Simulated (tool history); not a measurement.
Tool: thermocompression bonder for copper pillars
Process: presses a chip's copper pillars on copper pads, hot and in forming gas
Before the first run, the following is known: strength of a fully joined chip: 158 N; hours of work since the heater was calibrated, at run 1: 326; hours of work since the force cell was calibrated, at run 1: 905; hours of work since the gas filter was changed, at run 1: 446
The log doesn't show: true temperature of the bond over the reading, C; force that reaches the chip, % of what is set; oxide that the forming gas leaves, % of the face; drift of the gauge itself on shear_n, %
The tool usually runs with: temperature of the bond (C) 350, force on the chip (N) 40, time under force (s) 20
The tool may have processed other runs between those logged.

run	hour	temperature of the bond (C)	force on the chip (N)	time under force (s)	hours of work since the heater was calibrated	hours of work since the force cell was calibrated	hours of work since the gas filter was changed	force that shears a chip off (N)
1	0.0	350	40	20	326	905	446	79.1
2	12.4	350	40	20	332	911	452	78.4
3	29.4	350	28	20	339	918	459	62.6
4	44.2	350	28	20	346	924	466	60.3
5	62.3	321	40	20	353	932	473	57.5
6	79.2	321	40	20	361	939	481	57.9
7	90.7	350	40	20	366	944	486	77.4
# hour 109.4: forming gas filter changed
8	110.4	350	40	14	374	953	0	74.8
9	120.0	350	40	14	378	957	5	74.3
10	132.5	350	28	20	383	962	10	65.0
11	143.9	350	28	20	388	967	15	64.5
12	157.7	350	40	20	394	973	21	81.6
13	178.5	350	40	20	403	982	30	82.8
14	187.3	350	40	20	407	986	34	83.5
15	207.7	350	40	20	416	995	42	83.3
16	225.4	350	52	20	424	1002	50	98.0
17	238.5	329	25	20	429	1008	56	45.8
18	255.0	329	25	20	436	1015	63	46.3
19	272.3	327	40	39	444	1023	70	81.1
20	283.9	379	28	39	449	1028	75	103.7
21	294.0	378	52	39	453	1032	80	135.5
22	306.2	370	40	49	458	1037	85	120.3
23	317.7	370	40	49	463	1042	90	122.8
24	330.3	340	33	25	469	1048	95	69.3
# hour 343.7: force cell calibrated
25	351.2	341	55	20	477	3	104	93.9
26	368.4	341	55	20	485	11	111	92.4
27	377.9	328	40	47	489	15	115	87.5
28	396.4	378	41	47	497	23	123	127.0
29	412.9	367	33	24	504	30	130	90.4

Branching from run 29: 5 alternative next runs. What would each branch give?
A	427.9	367	33	55	510	36	137	?
B	427.9	350	34	20	510	36	137	?
C	427.9	367	52	24	510	36	137	?
D	427.9	350	31	33	510	36	137	?
E	427.9	373	32	13	510	36	137	?

run	force that shears a chip off (N)
A	113.4
B	74.5
C	115.5
D	83.1
E	77.2
Take away the tool's hidden state, keep each run's random variation, and the runs would have read:
run	force that shears a chip off (N)
A	118.7
B	79.2
C	120.8
D	88.1
E	81.8
